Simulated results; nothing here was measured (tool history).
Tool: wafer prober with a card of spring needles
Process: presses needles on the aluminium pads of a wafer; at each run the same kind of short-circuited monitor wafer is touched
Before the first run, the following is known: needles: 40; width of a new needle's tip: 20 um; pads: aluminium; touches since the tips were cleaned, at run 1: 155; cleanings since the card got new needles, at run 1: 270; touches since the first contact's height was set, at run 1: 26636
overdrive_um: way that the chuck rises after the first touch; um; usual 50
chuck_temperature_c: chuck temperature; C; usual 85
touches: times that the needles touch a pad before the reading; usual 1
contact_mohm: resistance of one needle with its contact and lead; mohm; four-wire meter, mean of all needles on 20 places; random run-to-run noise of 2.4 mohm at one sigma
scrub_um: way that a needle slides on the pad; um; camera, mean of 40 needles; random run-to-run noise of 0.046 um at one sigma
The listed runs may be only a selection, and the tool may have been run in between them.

run	hour	overdrive_um	chuck_temperature_c	touches	touches since the tips were cleaned	cleanings since the card got new needles	touches since the first contact's height was set	contact_mohm	scrub_um
1	0.0	50	85	1	155	270	26636	277	12.88
# hour 8.7: tips cleaned on abrasive film
# hour 19.6: tips cleaned on abrasive film
# hour 30.6: tips cleaned on abrasive film
# hour 39.3: tips cleaned on abrasive film
# hour 48.0: tips cleaned on abrasive film
# hour 56.8: tips cleaned on abrasive film
2	61.2	50	85	2	2282	276	57608	276	12.81
# hour 65.7: tips cleaned on abrasive film
# hour 74.4: tips cleaned on abrasive film
# hour 85.3: tips cleaned on abrasive film
# hour 94.1: tips cleaned on abrasive film
# hour 102.8: tips cleaned on abrasive film
# hour 113.7: tips cleaned on abrasive film
3	121.6	50	85	2	4051	282	88140	274	12.88
# hour 123.9: tips cleaned on abrasive film
# hour 132.6: tips cleaned on abrasive film
# hour 143.5: tips cleaned on abrasive film
# hour 152.3: tips cleaned on abrasive film
# hour 163.2: tips cleaned on abrasive film
# hour 171.9: tips cleaned on abrasive film
# hour 180.7: tips cleaned on abrasive film
# hour 191.6: tips cleaned on abrasive film
# hour 202.5: tips cleaned on abrasive film
# hour 213.4: tips cleaned on abrasive film
4	216.2	50	85	2	1462	292	135944	277	12.87
# hour 222.8: tips cleaned on abrasive film
# hour 231.6: tips cleaned on abrasive film
# hour 242.5: tips cleaned on abrasive film
# hour 242.8: height of the first contact set anew
# hour 251.5: tips cleaned on abrasive film
# hour 262.4: tips cleaned on abrasive film
# hour 271.2: tips cleaned on abrasive film
5	274.8	50	85	2	1845	298	16190	276	12.84
# hour 281.4: tips cleaned on abrasive film
# hour 292.3: tips cleaned on abrasive film
# hour 301.0: tips cleaned on abrasive film
# hour 311.9: tips cleaned on abrasive film
# hour 320.7: tips cleaned on abrasive film
# hour 329.4: tips cleaned on abrasive film
6	330.2	50	85	1	432	304	44208	277	12.89
# hour 339.0: tips cleaned on abrasive film
# hour 347.7: tips cleaned on abrasive film
# hour 356.5: tips cleaned on abrasive film
# hour 367.4: tips cleaned on abrasive film
# hour 378.3: tips cleaned on abrasive film
# hour 389.2: tips cleaned on abrasive film
# hour 397.9: tips cleaned on abrasive film
# hour 408.8: tips cleaned on abrasive film
# hour 417.6: tips cleaned on abrasive film
7	422.2	50	85	3	2385	313	90731	282	12.87
# hour 426.7: tips cleaned on abrasive film
# hour 435.4: tips cleaned on abrasive film
# hour 446.3: tips cleaned on abrasive film
# hour 457.2: tips cleaned on abrasive film
# hour 468.1: tips cleaned on abrasive film
# hour 476.9: tips cleaned on abrasive film
# hour 487.8: tips cleaned on abrasive film
# hour 498.7: tips cleaned on abrasive film
# hour 509.6: tips cleaned on abrasive film
8	517.3	45	85	1	3923	322	138788	279	11.57
# hour 519.5: tips cleaned on abrasive film
# hour 528.3: tips cleaned on abrasive film
# hour 537.0: tips cleaned on abrasive film
# hour 537.3: height of the first contact set anew
# hour 546.0: tips cleaned on abrasive film
# hour 556.9: tips cleaned on abrasive film
# hour 565.7: tips cleaned on abrasive film
# hour 574.4: tips cleaned on abrasive film
# hour 585.3: tips cleaned on abrasive film
# hour 596.2: tips cleaned on abrasive film
9	598.0	50	85	1	903	331	30694	280	12.86
# hour 606.7: tips cleaned on abrasive film
# hour 615.5: tips cleaned on abrasive film
# hour 624.2: tips cleaned on abrasive film
# hour 635.1: tips cleaned on abrasive film
# hour 643.9: tips cleaned on abrasive film
# hour 654.8: tips cleaned on abrasive film
# hour 665.7: tips cleaned on abrasive film
# hour 676.6: tips cleaned on abrasive film
# hour 685.3: tips cleaned on abrasive film
10	692.8	50	85	1	3805	340	78635	279	12.91
# hour 695.0: tips cleaned on abrasive film
# hour 703.8: tips cleaned on abrasive film
# hour 714.7: tips cleaned on abrasive film
# hour 725.6: tips cleaned on abrasive film
# hour 734.3: tips cleaned on abrasive film
# hour 745.2: tips cleaned on abrasive film
11	753.0	47	47	1	3939	346	109056	268	12.16
# hour 755.2: tips cleaned on abrasive film
# hour 766.1: tips cleaned on abrasive film
# hour 777.0: tips cleaned on abrasive film
# hour 787.9: tips cleaned on abrasive film
# hour 796.7: tips cleaned on abrasive film
# hour 807.6: tips cleaned on abrasive film
# hour 816.3: tips cleaned on abrasive film
# hour 825.1: tips cleaned on abrasive film
# hour 831.8: height of the first contact set anew
# hour 836.3: tips cleaned on abrasive film
12	840.1	50	108	1	1974	355	4182	284	12.92
# hour 846.7: tips cleaned on abrasive film
# hour 855.4: tips cleaned on abrasive film
# hour 864.2: tips cleaned on abrasive film
# hour 875.1: tips cleaned on abrasive film
# hour 886.0: tips cleaned on abrasive film
# hour 894.7: tips cleaned on abrasive film
# hour 905.6: tips cleaned on abrasive film
# hour 916.6: tips cleaned on abrasive film
# hour 927.5: tips cleaned on abrasive film
# hour 939.5: card fitted with new needles
13	945.4	48	52	2	3036	0	3036	275	12.44
# hour 949.8: tips cleaned on abrasive film
# hour 960.7: tips cleaned on abrasive film
# hour 969.5: tips cleaned on abrasive film
# hour 980.4: tips cleaned on abrasive film
# hour 991.3: tips cleaned on abrasive film
# hour 1002.2: tips cleaned on abrasive film
14	1005.7	50	56	1	1800	6	33524	267	12.91
# hour 1012.3: tips cleaned on abrasive film
# hour 1021.0: tips cleaned on abrasive film
# hour 1031.9: tips cleaned on abrasive film
# hour 1040.7: tips cleaned on abrasive film
# hour 1051.6: tips cleaned on abrasive film
15	1055.3	54	92	1	1922	11	58618	278	13.94
# hour 1061.9: tips cleaned on abrasive film
# hour 1070.7: tips cleaned on abrasive film
# hour 1081.6: tips cleaned on abrasive film
# hour 1090.3: tips cleaned on abrasive film
# hour 1099.1: tips cleaned on abrasive film
# hour 1110.0: tips cleaned on abrasive film
# hour 1120.9: tips cleaned on abrasive film
# hour 1131.8: tips cleaned on abrasive film
# hour 1142.7: tips cleaned on abrasive film
16	1144.5	50	85	2	919	20	103673	277	12.96
# hour 1153.2: tips cleaned on abrasive film
# hour 1164.1: tips cleaned on abrasive film
# hour 1175.0: tips cleaned on abrasive film
# hour 1183.8: tips cleaned on abrasive film
# hour 1194.7: tips cleaned on abrasive film
# hour 1203.4: tips cleaned on abrasive film
# hour 1214.3: tips cleaned on abrasive film
# hour 1225.2: tips cleaned on abrasive film
# hour 1234.2: height of the first contact set anew
# hour 1236.4: tips cleaned on abrasive film
17	1238.6	50	85	2	1118	29	2222	277	12.95
# hour 1247.3: tips cleaned on abrasive film
# hour 1256.1: tips cleaned on abrasive film
# hour 1267.0: tips cleaned on abrasive film
# hour 1277.9: tips cleaned on abrasive film
# hour 1288.8: tips cleaned on abrasive film
18	1291.8	50	85	2	1532	34	29110	278	12.98
# hour 1298.3: tips cleaned on abrasive film
# hour 1307.1: tips cleaned on abrasive film
# hour 1318.0: tips cleaned on abrasive film
# hour 1328.9: tips cleaned on abrasive film
# hour 1337.6: tips cleaned on abrasive film
# hour 1346.4: tips cleaned on abrasive film
# hour 1357.3: tips cleaned on abrasive film
# hour 1366.0: tips cleaned on abrasive film
19	1370.9	60	53	1	2465	42	69091	264	15.53
# hour 1375.3: tips cleaned on abrasive film
# hour 1386.2: tips cleaned on abrasive film
# hour 1397.1: tips cleaned on abrasive film
# hour 1405.8: tips cleaned on abrasive film
# hour 1414.6: tips cleaned on abrasive film
20	1417.1	40	53	3	1285	47	92443	273	10.31

Entry by entry between the runs, the difference in hidden state between the last listed run before and the first listed run after:
In the gap between runs 1 and 2: tips cleaned on abrasive film (hour 8.7); tips cleaned on abrasive film (hour 19.6); tips cleaned on abrasive film (hour 30.6); tips cleaned on abrasive film (hour 39.3); tips cleaned on abrasive film (hour 48.0); tips cleaned on abrasive film (hour 56.8)
  debris on the tips, nm: 0.1 -> 0.7; way that the needles fall short of the set height, um: 0 -> 0.01; tips' diameter, um: 20.05 -> 20.06; drift of the gauge itself on scrub_um, %: 0 -> 0.05
  measured less the result without the state, scrub_um: +0.00 -> +0.00 um
In the gap between runs 2 and 3: tips cleaned on abrasive film (hour 65.7); tips cleaned on abrasive film (hour 74.4); tips cleaned on abrasive film (hour 85.3); tips cleaned on abrasive film (hour 94.1); tips cleaned on abrasive film (hour 102.8); tips cleaned on abrasive film (hour 113.7)
  debris on the tips, nm: 0.7 -> 1; drift of the gauge itself on scrub_um, %: 0.05 -> 0.11
  measured less the result without the state, scrub_um: +0.00 -> +0.01 um
In the gap between runs 3 and 4: tips cleaned on abrasive film (hour 123.9); tips cleaned on abrasive film (hour 132.6); tips cleaned on abrasive film (hour 143.5); tips cleaned on abrasive film (hour 152.3); tips cleaned on abrasive film (hour 163.2); tips cleaned on abrasive film (hour 171.9); tips cleaned on abrasive film (hour 180.7); tips cleaned on abrasive film (hour 191.6); tips cleaned on abrasive film (hour 202.5); tips cleaned on abrasive film (hour 213.4)
  debris on the tips, nm: 1 -> 0.5; way that the needles fall short of the set height, um: 0.01 -> 0.02; drift of the gauge itself on scrub_um, %: 0.11 -> 0.19
  measured less the result without the state, scrub_um: +0.01 -> +0.02 um
In the gap between runs 4 and 5: tips cleaned on abrasive film (hour 222.8); tips cleaned on abrasive film (hour 231.6); tips cleaned on abrasive film (hour 242.5); height of the first contact set anew (hour 242.8); tips cleaned on abrasive film (hour 251.5); tips cleaned on abrasive film (hour 262.4); tips cleaned on abrasive film (hour 271.2)
  debris on the tips, nm: 0.5 -> 0.6; way that the needles fall short of the set height, um: 0.02 -> 0; drift of the gauge itself on scrub_um, %: 0.19 -> 0.24
  measured less the result without the state, scrub_um: +0.02 -> +0.03 um
In the gap between runs 5 and 6: tips cleaned on abrasive film (hour 281.4); tips cleaned on abrasive film (hour 292.3); tips cleaned on abrasive film (hour 301.0); tips cleaned on abrasive film (hour 311.9); tips cleaned on abrasive film (hour 320.7); tips cleaned on abrasive film (hour 329.4)
  debris on the tips, nm: 0.6 -> 0.2; way that the needles fall short of the set height, um: 0 -> 0.01; drift of the gauge itself on scrub_um, %: 0.24 -> 0.29
  measured less the result without the state, scrub_um: +0.03 -> +0.04 um
In the gap between runs 6 and 7: tips cleaned on abrasive film (hour 339.0); tips cleaned on abrasive film (hour 347.7); tips cleaned on abrasive film (hour 356.5); tips cleaned on abrasive film (hour 367.4); tips cleaned on abrasive film (hour 378.3); tips cleaned on abrasive film (hour 389.2); tips cleaned on abrasive film (hour 397.9); tips cleaned on abrasive film (hour 408.8); tips cleaned on abrasive film (hour 417.6)
  debris on the tips, nm: 0.2 -> 0.7; drift of the gauge itself on scrub_um, %: 0.29 -> 0.37
  measured less the result without the state, scrub_um: +0.04 -> +0.04 um
In the gap between runs 7 and 8: tips cleaned on abrasive film (hour 426.7); tips cleaned on abrasive film (hour 435.4); tips cleaned on abrasive film (hour 446.3); tips cleaned on abrasive film (hour 457.2); tips cleaned on abrasive film (hour 468.1); tips cleaned on abrasive film (hour 476.9); tips cleaned on abrasive film (hour 487.8); tips cleaned on abrasive film (hour 498.7); tips cleaned on abrasive film (hour 509.6)
  debris on the tips, nm: 0.7 -> 0.9; way that the needles fall short of the set height, um: 0.01 -> 0.02; drift of the gauge itself on scrub_um, %: 0.37 -> 0.46
  measured less the result without the state, scrub_um: +0.04 -> +0.05 um
In the gap between runs 8 and 9: tips cleaned on abrasive film (hour 519.5); tips cleaned on abrasive film (hour 528.3); tips cleaned on abrasive film (hour 537.0); height of the first contact set anew (hour 537.3); tips cleaned on abrasive film (hour 546.0); tips cleaned on abrasive film (hour 556.9); tips cleaned on abrasive film (hour 565.7); tips cleaned on abrasive film (hour 574.4); tips cleaned on abrasive film (hour 585.3); tips cleaned on abrasive film (hour 596.2)
  debris on the tips, nm: 0.9 -> 0.3; way that the needles fall short of the set height, um: 0.02 -> 0; tips' diameter, um: 20.06 -> 20.07; drift of the gauge itself on scrub_um, %: 0.46 -> 0.53
  measured less the result without the state, scrub_um: +0.05 -> +0.07 um
In the gap between runs 9 and 10: tips cleaned on abrasive film (hour 606.7); tips cleaned on abrasive film (hour 615.5); tips cleaned on abrasive film (hour 624.2); tips cleaned on abrasive film (hour 635.1); tips cleaned on abrasive film (hour 643.9); tips cleaned on abrasive film (hour 654.8); tips cleaned on abrasive film (hour 665.7); tips cleaned on abrasive film (hour 676.6); tips cleaned on abrasive film (hour 685.3)
  debris on the tips, nm: 0.3 -> 1; way that the needles fall short of the set height, um: 0 -> 0.01; drift of the gauge itself on scrub_um, %: 0.53 -> 0.61
  measured less the result without the state, scrub_um: +0.07 -> +0.08 um
In the gap between runs 10 and 11: tips cleaned on abrasive film (hour 695.0); tips cleaned on abrasive film (hour 703.8); tips cleaned on abrasive film (hour 714.7); tips cleaned on abrasive film (hour 725.6); tips cleaned on abrasive film (hour 734.3); tips cleaned on abrasive film (hour 745.2)
  debris on the tips, nm: 1 -> 0.9; drift of the gauge itself on scrub_um, %: 0.61 -> 0.67
  measured less the result without the state, scrub_um: +0.08 -> +0.08 um
In the gap between runs 11 and 12: tips cleaned on abrasive film (hour 755.2); tips cleaned on abrasive film (hour 766.1); tips cleaned on abrasive film (hour 777.0); tips cleaned on abrasive film (hour 787.9); tips cleaned on abrasive film (hour 796.7); tips cleaned on abrasive film (hour 807.6); tips cleaned on abrasive film (hour 816.3); tips cleaned on abrasive film (hour 825.1); height of the first contact set anew (hour 831.8); tips cleaned on abrasive film (hour 836.3)
  debris on the tips, nm: 0.9 -> 0.6; way that the needles fall short of the set height, um: 0.01 -> 0; drift of the gauge itself on scrub_um, %: 0.67 -> 0.74
  measured less the result without the state, scrub_um: +0.08 -> +0.10 um
In the gap between runs 12 and 13: tips cleaned on abrasive film (hour 846.7); tips cleaned on abrasive film (hour 855.4); tips cleaned on abrasive film (hour 864.2); tips cleaned on abrasive film (hour 875.1); tips cleaned on abrasive film (hour 886.0); tips cleaned on abrasive film (hour 894.7); tips cleaned on abrasive film (hour 905.6); tips cleaned on abrasive film (hour 916.6); tips cleaned on abrasive film (hour 927.5); card fitted with new needles (hour 939.5)
  debris on the tips, nm: 0.6 -> 0.8; tips' diameter, um: 20.07 -> 20; drift of the gauge itself on scrub_um, %: 0.74 -> 0.83
  measured less the result without the state, scrub_um: +0.10 -> +0.10 um
In the gap between runs 13 and 14: tips cleaned on abrasive film (hour 949.8); tips cleaned on abrasive film (hour 960.7); tips cleaned on abrasive film (hour 969.5); tips cleaned on abrasive film (hour 980.4); tips cleaned on abrasive film (hour 991.3); tips cleaned on abrasive film (hour 1002.2)
  debris on the tips, nm: 0.8 -> 0.6; drift of the gauge itself on scrub_um, %: 0.83 -> 0.88
  measured less the result without the state, scrub_um: +0.10 -> +0.11 um
In the gap between runs 14 and 15: tips cleaned on abrasive film (hour 1012.3); tips cleaned on abrasive film (hour 1021.0); tips cleaned on abrasive film (hour 1031.9); tips cleaned on abrasive film (hour 1040.7); tips cleaned on abrasive film (hour 1051.6)
  debris on the tips, nm: 0.6 -> 0.7; way that the needles fall short of the set height, um: 0 -> 0.01; drift of the gauge itself on scrub_um, %: 0.88 -> 0.92
  measured less the result without the state, scrub_um: +0.11 -> +0.13 um
In the gap between runs 15 and 16: tips cleaned on abrasive film (hour 1061.9); tips cleaned on abrasive film (hour 1070.7); tips cleaned on abrasive film (hour 1081.6); tips cleaned on abrasive film (hour 1090.3); tips cleaned on abrasive film (hour 1099.1); tips cleaned on abrasive film (hour 1110.0); tips cleaned on abrasive film (hour 1120.9); tips cleaned on abrasive film (hour 1131.8); tips cleaned on abrasive film (hour 1142.7)
  debris on the tips, nm: 0.7 -> 0.4; drift of the gauge itself on scrub_um, %: 0.92 -> 1
  measured less the result without the state, scrub_um: +0.13 -> +0.12 um
In the gap between runs 16 and 17: tips cleaned on abrasive film (hour 1153.2); tips cleaned on abrasive film (hour 1164.1); tips cleaned on abrasive film (hour 1175.0); tips cleaned on abrasive film (hour 1183.8); tips cleaned on abrasive film (hour 1194.7); tips cleaned on abrasive film (hour 1203.4); tips cleaned on abrasive film (hour 1214.3); tips cleaned on abrasive film (hour 1225.2); height of the first contact set anew (hour 1234.2); tips cleaned on abrasive film (hour 1236.4)
  way that the needles fall short of the set height, um: 0.01 -> 0; tips' diameter, um: 20 -> 20.01; drift of the gauge itself on scrub_um, %: 1 -> 1.08
  measured less the result without the state, scrub_um: +0.12 -> +0.14 um
In the gap between runs 17 and 18: tips cleaned on abrasive film (hour 1247.3); tips cleaned on abrasive film (hour 1256.1); tips cleaned on abrasive film (hour 1267.0); tips cleaned on abrasive film (hour 1277.9); tips cleaned on abrasive film (hour 1288.8)
  debris on the tips, nm: 0.4 -> 0.6; drift of the gauge itself on scrub_um, %: 1.08 -> 1.13
  measured less the result without the state, scrub_um: +0.14 -> +0.14 um
In the gap between runs 18 and 19: tips cleaned on abrasive film (hour 1298.3); tips cleaned on abrasive film (hour 1307.1); tips cleaned on abrasive film (hour 1318.0); tips cleaned on abrasive film (hour 1328.9); tips cleaned on abrasive film (hour 1337.6); tips cleaned on abrasive film (hour 1346.4); tips cleaned on abrasive film (hour 1357.3); tips cleaned on abrasive film (hour 1366.0)
  debris on the tips, nm: 0.6 -> 0.7; way that the needles fall short of the set height, um: 0 -> 0.01; drift of the gauge itself on scrub_um, %: 1.13 -> 1.2
  measured less the result without the state, scrub_um: +0.14 -> +0.18 um
In the gap between runs 19 and 20: tips cleaned on abrasive film (hour 1375.3); tips cleaned on abrasive film (hour 1386.2); tips cleaned on abrasive film (hour 1397.1); tips cleaned on abrasive film (hour 1405.8); tips cleaned on abrasive film (hour 1414.6)
  debris on the tips, nm: 0.7 -> 0.4; drift of the gauge itself on scrub_um, %: 1.2 -> 1.24
  measured less the result without the state, scrub_um: +0.18 -> +0.13 um
